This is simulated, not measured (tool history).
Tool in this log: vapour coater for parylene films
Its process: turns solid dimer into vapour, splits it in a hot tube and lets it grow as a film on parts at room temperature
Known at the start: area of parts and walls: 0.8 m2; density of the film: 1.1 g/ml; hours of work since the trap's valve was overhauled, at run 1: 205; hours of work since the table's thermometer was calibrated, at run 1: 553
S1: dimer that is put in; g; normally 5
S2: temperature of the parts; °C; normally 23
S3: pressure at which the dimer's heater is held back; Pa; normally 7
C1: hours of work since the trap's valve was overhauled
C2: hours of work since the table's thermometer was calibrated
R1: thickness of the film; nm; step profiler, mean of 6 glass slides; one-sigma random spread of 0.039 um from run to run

run,hour,S1,S2,S3,C1,C2,R1
1,0,5,23,7,205,553,4090
2,37.3,5,23,7,221,570,4120
3,71.1,5,23,7,237,585,4170
4,97.9,5,23,7,249,597,4150
5,117.2,5,23,7,258,606,4170
6,155.5,5,29,7,275,623,3550
7,197.1,5,29,11.08,294,642,3200
8,232.2,5,29,11.08,309,658,3230
9,271.6,5,29,11.08,327,676,3240

What does the tool deliver on the next run?
10,302.6,2,23,10.15,341,690,?

R1: 1500 nm
If the tool had no hidden condition, the same run with the same run-to-run variation would have returned R1 1500 nm.

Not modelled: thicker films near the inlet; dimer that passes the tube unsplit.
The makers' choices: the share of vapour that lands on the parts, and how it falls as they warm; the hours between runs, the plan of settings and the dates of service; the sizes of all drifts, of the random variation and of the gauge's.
